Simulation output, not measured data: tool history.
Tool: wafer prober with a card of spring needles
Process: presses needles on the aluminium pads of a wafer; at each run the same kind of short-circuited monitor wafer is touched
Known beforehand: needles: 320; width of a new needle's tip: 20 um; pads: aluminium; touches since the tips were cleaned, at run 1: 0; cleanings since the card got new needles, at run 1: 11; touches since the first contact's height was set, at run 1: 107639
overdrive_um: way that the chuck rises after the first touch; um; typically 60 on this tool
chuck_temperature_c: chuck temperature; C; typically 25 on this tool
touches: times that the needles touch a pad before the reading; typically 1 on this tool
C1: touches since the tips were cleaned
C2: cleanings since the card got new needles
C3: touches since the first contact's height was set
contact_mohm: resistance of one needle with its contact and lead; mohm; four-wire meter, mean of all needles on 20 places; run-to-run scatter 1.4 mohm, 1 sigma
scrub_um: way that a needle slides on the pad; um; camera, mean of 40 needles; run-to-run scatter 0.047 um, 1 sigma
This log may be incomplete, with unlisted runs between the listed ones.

{"run": 1, "hour": 0.0, "overdrive_um": 60, "chuck_temperature_c": 25, "touches": 1, "C1": 0, "C2": 11, "C3": 107639, "contact_mohm": 135, "scrub_um": 15}
{"run": 2, "hour": 9.3, "overdrive_um": 60, "chuck_temperature_c": 25, "touches": 1, "C1": 2725, "C2": 11, "C3": 110364, "contact_mohm": 158, "scrub_um": 14.91}
{"run": 3, "hour": 21.6, "overdrive_um": 60, "chuck_temperature_c": 25, "touches": 1, "C1": 6342, "C2": 11, "C3": 113981, "contact_mohm": 167, "scrub_um": 14.89}
{"hour": 29.6, "done": "tips cleaned on abrasive film"}
{"run": 4, "hour": 36.3, "overdrive_um": 60, "chuck_temperature_c": 46, "touches": 1, "C1": 1956, "C2": 12, "C3": 118262, "contact_mohm": 155, "scrub_um": 14.96}
{"run": 5, "hour": 47.7, "overdrive_um": 60, "chuck_temperature_c": 46, "touches": 1, "C1": 5289, "C2": 12, "C3": 121595, "contact_mohm": 163, "scrub_um": 15}
{"hour": 58.5, "done": "tips cleaned on abrasive film"}
{"run": 6, "hour": 59.6, "overdrive_um": 60, "chuck_temperature_c": 46, "touches": 1, "C1": 310, "C2": 13, "C3": 125058, "contact_mohm": 144, "scrub_um": 14.92}
{"run": 7, "hour": 72.1, "overdrive_um": 60, "chuck_temperature_c": 46, "touches": 1, "C1": 4003, "C2": 13, "C3": 128751, "contact_mohm": 166, "scrub_um": 14.94}
{"run": 8, "hour": 82.4, "overdrive_um": 60, "chuck_temperature_c": 46, "touches": 1, "C1": 7018, "C2": 13, "C3": 131766, "contact_mohm": 170, "scrub_um": 14.93}
{"hour": 88.8, "done": "tips cleaned on abrasive film"}
{"run": 9, "hour": 98.5, "overdrive_um": 60, "chuck_temperature_c": 38, "touches": 1, "C1": 2845, "C2": 14, "C3": 136455, "contact_mohm": 160, "scrub_um": 14.87}
{"run": 10, "hour": 108.1, "overdrive_um": 60, "chuck_temperature_c": 25, "touches": 1, "C1": 5680, "C2": 14, "C3": 139290, "contact_mohm": 165, "scrub_um": 14.91}
{"run": 11, "hour": 115.7, "overdrive_um": 60, "chuck_temperature_c": 25, "touches": 1, "C1": 7888, "C2": 14, "C3": 141498, "contact_mohm": 165, "scrub_um": 14.96}
{"hour": 116.9, "done": "height of the first contact set anew"}
{"hour": 118.0, "done": "tips cleaned on abrasive film"}
{"run": 12, "hour": 123.9, "overdrive_um": 60, "chuck_temperature_c": 25, "touches": 1, "C1": 1710, "C2": 15, "C3": 2020, "contact_mohm": 154, "scrub_um": 14.72}
{"run": 13, "hour": 134.4, "overdrive_um": 60, "chuck_temperature_c": 25, "touches": 1, "C1": 4813, "C2": 15, "C3": 5123, "contact_mohm": 167, "scrub_um": 14.84}
{"hour": 146.9, "done": "tips cleaned on abrasive film"}
{"run": 14, "hour": 146.9, "overdrive_um": 60, "chuck_temperature_c": 25, "touches": 2, "C1": 0, "C2": 16, "C3": 8762, "contact_mohm": 129, "scrub_um": 14.81}
{"run": 15, "hour": 160.5, "overdrive_um": 60, "chuck_temperature_c": 25, "touches": 1, "C1": 3968, "C2": 16, "C3": 12730, "contact_mohm": 162, "scrub_um": 14.79}
{"run": 16, "hour": 174.1, "overdrive_um": 60, "chuck_temperature_c": 25, "touches": 1, "C1": 7972, "C2": 16, "C3": 16734, "contact_mohm": 166, "scrub_um": 14.77}
{"hour": 176.3, "done": "tips cleaned on abrasive film"}
{"run": 17, "hour": 189.5, "overdrive_um": 60, "chuck_temperature_c": 25, "touches": 1, "C1": 3860, "C2": 17, "C3": 21216, "contact_mohm": 163, "scrub_um": 14.82}
{"run": 18, "hour": 204.5, "overdrive_um": 60, "chuck_temperature_c": 25, "touches": 1, "C1": 8282, "C2": 17, "C3": 25638, "contact_mohm": 165, "scrub_um": 14.71}
{"hour": 206.0, "done": "tips cleaned on abrasive film"}
{"hour": 218.1, "done": "height of the first contact set anew, once more"}
{"run": 19, "hour": 218.7, "overdrive_um": 60, "chuck_temperature_c": 49, "touches": 1, "C1": 3638, "C2": 18, "C3": 159, "contact_mohm": 161, "scrub_um": 15.23}
{"run": 20, "hour": 234.9, "overdrive_um": 62, "chuck_temperature_c": 49, "touches": 1, "C1": 8399, "C2": 18, "C3": 4920, "contact_mohm": 164, "scrub_um": 15.63}
{"hour": 236.1, "done": "tips cleaned on abrasive film"}
{"run": 21, "hour": 251.8, "overdrive_um": 56, "chuck_temperature_c": 40, "touches": 2, "C1": 4627, "C2": 19, "C3": 9865, "contact_mohm": 154, "scrub_um": 14.11}
{"run": 22, "hour": 264.8, "overdrive_um": 63, "chuck_temperature_c": 30, "touches": 2, "C1": 8438, "C2": 19, "C3": 13676, "contact_mohm": 152, "scrub_um": 15.88}
{"hour": 265.8, "done": "tips cleaned on abrasive film"}
{"run": 23, "hour": 273.7, "overdrive_um": 51, "chuck_temperature_c": 25, "touches": 1, "C1": 2300, "C2": 20, "C3": 16247, "contact_mohm": 165, "scrub_um": 12.8}
{"run": 24, "hour": 290.3, "overdrive_um": 42, "chuck_temperature_c": 39, "touches": 1, "C1": 7164, "C2": 20, "C3": 21111, "contact_mohm": 200, "scrub_um": 10.56}
{"hour": 294.9, "done": "tips cleaned on abrasive film"}
{"run": 25, "hour": 302.8, "overdrive_um": 42, "chuck_temperature_c": 39, "touches": 1, "C1": 2308, "C2": 21, "C3": 24760, "contact_mohm": 191, "scrub_um": 10.59}
{"run": 26, "hour": 316.1, "overdrive_um": 43, "chuck_temperature_c": 39, "touches": 1, "C1": 6221, "C2": 21, "C3": 28673, "contact_mohm": 196, "scrub_um": 10.81}
{"hour": 324.3, "done": "tips cleaned on abrasive film"}
{"run": 27, "hour": 327.6, "overdrive_um": 43, "chuck_temperature_c": 35, "touches": 1, "C1": 989, "C2": 22, "C3": 32020, "contact_mohm": 172, "scrub_um": 10.82}
{"run": 28, "hour": 343.8, "overdrive_um": 43, "chuck_temperature_c": 35, "touches": 1, "C1": 5722, "C2": 22, "C3": 36753, "contact_mohm": 194, "scrub_um": 10.74}
{"hour": 353.5, "done": "tips cleaned on abrasive film"}
{"run": 29, "hour": 353.5, "overdrive_um": 43, "chuck_temperature_c": 35, "touches": 1, "C1": 0, "C2": 23, "C3": 39573, "contact_mohm": 142, "scrub_um": 10.8}
{"run": 30, "hour": 369.6, "overdrive_um": 43, "chuck_temperature_c": 35, "touches": 1, "C1": 4727, "C2": 23, "C3": 44300, "contact_mohm": 198, "scrub_um": 10.78}
{"run": 31, "hour": 379.9, "overdrive_um": 53, "chuck_temperature_c": 65, "touches": 2, "C1": 7768, "C2": 23, "C3": 47341, "contact_mohm": 162, "scrub_um": 13.35}
{"hour": 383.2, "done": "tips cleaned on abrasive film"}
{"run": 32, "hour": 389.0, "overdrive_um": 53, "chuck_temperature_c": 65, "touches": 2, "C1": 1714, "C2": 24, "C3": 49982, "contact_mohm": 156, "scrub_um": 13.36}
{"run": 33, "hour": 404.9, "overdrive_um": 53, "chuck_temperature_c": 65, "touches": 2, "C1": 6373, "C2": 24, "C3": 54641, "contact_mohm": 163, "scrub_um": 13.31}

Measured less the same run without the tool's hidden state. The same run-to-run variation is in both; the gauge's scatter may not be:
Unlogged tool condition in this case: debris on the tips, nm; way that the needles fall short of the set height, um; tips' diameter, um; drift of the gauge itself on contact_mohm, %; drift of the gauge itself on scrub_um, %.
run=1 contact_mohm=+4 scrub_um=-0.16
run=2 contact_mohm=+27 scrub_um=-0.17
run=3 contact_mohm=+33 scrub_um=-0.17
run=4 contact_mohm=+22 scrub_um=-0.17
run=5 contact_mohm=+30 scrub_um=-0.18
run=6 contact_mohm=+8 scrub_um=-0.19
run=7 contact_mohm=+30 scrub_um=-0.19
run=8 contact_mohm=+33 scrub_um=-0.19
run=9 contact_mohm=+28 scrub_um=-0.2
run=10 contact_mohm=+33 scrub_um=-0.2
run=11 contact_mohm=+34 scrub_um=-0.2
run=12 contact_mohm=+24 scrub_um=-0.33
run=13 contact_mohm=+32 scrub_um=-0.33
run=14 contact_mohm=+1 scrub_um=-0.35
run=15 contact_mohm=+31 scrub_um=-0.35
run=16 contact_mohm=+34 scrub_um=-0.35
run=17 contact_mohm=+32 scrub_um=-0.37
run=18 contact_mohm=+35 scrub_um=-0.36
run=19 contact_mohm=+29 scrub_um=+0
run=20 contact_mohm=+30 scrub_um=+0
run=21 contact_mohm=+21 scrub_um=-0.01
run=22 contact_mohm=+18 scrub_um=-0.01
run=23 contact_mohm=+32 scrub_um=-0.03
run=24 contact_mohm=+60 scrub_um=-0.03
run=25 contact_mohm=+48 scrub_um=-0.04
run=26 contact_mohm=+57 scrub_um=-0.04
run=27 contact_mohm=+29 scrub_um=-0.05
run=28 contact_mohm=+58 scrub_um=-0.05
run=29 contact_mohm=+4 scrub_um=-0.06
run=30 contact_mohm=+58 scrub_um=-0.07
run=31 contact_mohm=+23 scrub_um=-0.06
run=32 contact_mohm=+16 scrub_um=-0.08
run=33 contact_mohm=+23 scrub_um=-0.08

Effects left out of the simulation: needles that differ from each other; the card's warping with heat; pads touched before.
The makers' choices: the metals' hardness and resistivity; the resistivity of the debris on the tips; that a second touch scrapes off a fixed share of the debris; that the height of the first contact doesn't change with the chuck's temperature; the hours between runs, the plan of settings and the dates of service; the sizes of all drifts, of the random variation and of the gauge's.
